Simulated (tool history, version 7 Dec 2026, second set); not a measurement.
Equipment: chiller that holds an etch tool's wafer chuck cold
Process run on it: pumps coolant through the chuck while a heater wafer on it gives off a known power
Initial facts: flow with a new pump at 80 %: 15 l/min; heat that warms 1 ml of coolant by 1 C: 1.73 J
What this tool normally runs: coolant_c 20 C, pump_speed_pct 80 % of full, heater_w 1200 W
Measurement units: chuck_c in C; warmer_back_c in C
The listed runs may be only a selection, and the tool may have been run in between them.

run,hour,coolant_c,pump_speed_pct,heater_w,chuck_c,warmer_back_c
1,0,20,80,1200,29.7,2.75
2,23.3,20,80,1200,29.8,2.8
3,42.4,20,80,1200,29.5,2.76
4,55,20,80,1200,29.6,2.78
5,76.9,17,80,1200,26.5,2.73
6,90.9,17,80,1200,26.6,2.77
7,120.9,17,80,1200,26.7,2.75
8,146.9,17,80,1200,26.4,2.76
9,162.2,20,80,1089,28.7,2.46
10,181,20,80,1089,28.6,2.51
11,206.8,20,80,1089,28.6,2.47
12,236.4,20,77,1200,29.8,2.85
13,255.5,20,80,1200,29.7,2.8
14,285.4,20,80,1200,29.5,2.72
15,307.8,20,80,1200,29.5,2.75
16,338.3,20,80,1595,32.8,3.68
17,357.8,20,83,1595,32.5,3.54
18,376.2,15,86,1595,27.4,3.39
19,404.6,15,86,1595,27.4,3.43
20,425.2,18,86,642,22.9,1.35
# hour 427.7: chiller's thermometer calibrated
21,441.4,18,86,642,23,1.39
22,455.9,18,86,642,22.9,1.36
23,477.3,20,70,644,25.9,1.73
24,500.2,26,80,1200,35.6,2.77
25,519.8,21,97,1200,29.4,2.25

Run 26 comes next. What will it give?
# hour 544.5: chiller's thermometer calibrated, once more
26,549.7,21,97,1200,?,?

chuck_c: 29.2 C
warmer_back_c: 2.25 C
Had the tool carried no hidden state, the very same run would have given chuck_c 28.5 C, warmer_back_c 2.26 C.

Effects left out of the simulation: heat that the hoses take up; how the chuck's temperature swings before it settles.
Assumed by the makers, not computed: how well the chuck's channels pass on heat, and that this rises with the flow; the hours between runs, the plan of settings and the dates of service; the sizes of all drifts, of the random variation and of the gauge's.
